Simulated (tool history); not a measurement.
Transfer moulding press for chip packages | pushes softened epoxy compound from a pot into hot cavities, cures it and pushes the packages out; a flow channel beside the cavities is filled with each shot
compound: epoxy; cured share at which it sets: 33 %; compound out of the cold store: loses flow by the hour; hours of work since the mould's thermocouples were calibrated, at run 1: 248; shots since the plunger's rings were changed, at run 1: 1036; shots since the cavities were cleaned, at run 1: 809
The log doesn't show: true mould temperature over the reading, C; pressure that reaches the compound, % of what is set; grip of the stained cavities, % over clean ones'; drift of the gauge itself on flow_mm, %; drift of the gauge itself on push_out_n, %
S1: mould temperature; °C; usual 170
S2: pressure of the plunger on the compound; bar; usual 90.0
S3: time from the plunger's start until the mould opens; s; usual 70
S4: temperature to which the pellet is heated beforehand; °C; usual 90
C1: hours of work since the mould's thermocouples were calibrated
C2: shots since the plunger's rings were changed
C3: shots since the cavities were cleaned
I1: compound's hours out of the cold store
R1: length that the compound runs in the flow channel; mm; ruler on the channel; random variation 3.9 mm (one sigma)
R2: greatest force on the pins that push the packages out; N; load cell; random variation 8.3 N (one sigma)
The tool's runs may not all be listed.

run	hour	S1	S2	S3	S4	C1	C2	C3	I1	R1	R2
1	0.0	170	90.0	70	90	248	1036	809	37.7	598	610
# hour 8.6: cavities cleaned with cleaning compound and waxed
2	15.7	170	90.0	70	90	256	1238	100	34.1	601	445
3	22.7	170	90.0	70	90	260	1338	200	15.4	655	519
4	34.8	170	90.0	70	90	267	1510	372	20.7	640	575
5	41.2	170	90.0	70	90	270	1601	463	43.2	579	558
6	52.1	170	90.0	70	90	276	1756	618	26.4	629	633
7	61.0	170	90.0	70	90	281	1882	744	31.2	604	633
# hour 74.9: cavities cleaned with cleaning compound and waxed
8	76.9	170	90.0	70	90	289	2087	28	22.2	643	409
9	87.2	170	102.8	70	90	294	2235	176	38.9	631	493
10	95.6	170	102.8	70	90	299	2353	294	23.0	675	583
11	102.5	170	90.0	70	90	302	2451	392	14.0	661	617
12	111.0	170	90.0	70	90	307	2573	514	15.0	656	628
13	124.0	170	102.7	70	90	314	2758	699	47.2	599	597
14	136.8	170	102.7	70	96	321	2940	881	18.3	682	654
# hour 140.4: cavities cleaned with cleaning compound and waxed
15	148.4	170	102.7	70	96	327	3084	114	30.2	643	444
16	159.5	170	73.1	95	93	333	3241	271	17.9	583	370
17	173.4	170	73.3	79	93	340	3439	469	16.7	588	491
18	188.3	170	73.3	79	93	348	3651	681	40.9	518	518
19	201.9	170	73.3	79	93	356	3844	874	21.0	563	533
# hour 206.8: cavities cleaned with cleaning compound and waxed
20	210.3	170	73.3	79	93	359	3943	50	17.2	577	366
21	225.4	170	90.0	92	98	367	4158	265	29.7	598	381
22	238.3	170	90.0	92	98	374	4340	447	34.5	590	423
23	251.0	170	90.0	92	98	381	4522	629	45.1	552	436
24	264.4	173	89.6	50	98	389	4712	819	32.8	588	1082
# hour 272.6: cavities cleaned with cleaning compound and waxed
25	272.6	170	91.4	61	90	392	4807	0	27.1	615	560
26	287.0	170	108.7	66	81	400	5012	205	44.7	614	577
27	300.6	170	108.7	66	81	407	5206	399	42.2	623	655
28	310.7	170	71.0	98	90	413	5349	542	40.2	510	415
29	323.1	171	90.0	68	90	420	5526	719	13.0	642	675

How the hidden state differs across the entries between the runs, from the last listed run before each to the first after it:
Between runs 1 and 2: cavities cleaned with cleaning compound and waxed (hour 8.6)
  true mould temperature over the reading, C: -0.69 -> -0.71; pressure that reaches the compound, % of what is set: 98.07 -> 97.72; grip of the stained cavities, % over clean ones': 63.3 -> 18.3
  measured less the result without the state, R1: -4 -> -5 mm; R2: +252 -> +85 N
Between runs 7 and 8: cavities cleaned with cleaning compound and waxed (hour 74.9)
  true mould temperature over the reading, C: -0.77 -> -0.78; pressure that reaches the compound, % of what is set: 96.49 -> 96.14; grip of the stained cavities, % over clean ones': 62.2 -> 6.3
  measured less the result without the state, R1: -9 -> -11 mm; R2: +260 -> +43 N
Between runs 14 and 15: cavities cleaned with cleaning compound and waxed (hour 140.4)
  true mould temperature over the reading, C: -0.85 -> -0.86; pressure that reaches the compound, % of what is set: 94.62 -> 94.35; grip of the stained cavities, % over clean ones': 65.1 -> 18.7
  measured less the result without the state, R1: -17 -> -16 mm; R2: +279 -> +88 N
Between runs 19 and 20: cavities cleaned with cleaning compound and waxed (hour 206.8)
  true mould temperature over the reading, C: -0.92 -> -0.93; pressure that reaches the compound, % of what is set: 92.94 -> 92.74; grip of the stained cavities, % over clean ones': 65.1 -> 12.3
  measured less the result without the state, R1: -18 -> -19 mm; R2: +225 -> +53 N
Between runs 24 and 25: cavities cleaned with cleaning compound and waxed (hour 272.6)
  true mould temperature over the reading, C: -1 -> -1.01; pressure that reaches the compound, % of what is set: 91.39 -> 91.21; grip of the stained cavities, % over clean ones': 64.3 -> 1.4
  measured less the result without the state, R1: -24 -> -26 mm; R2: +461 -> +45 N
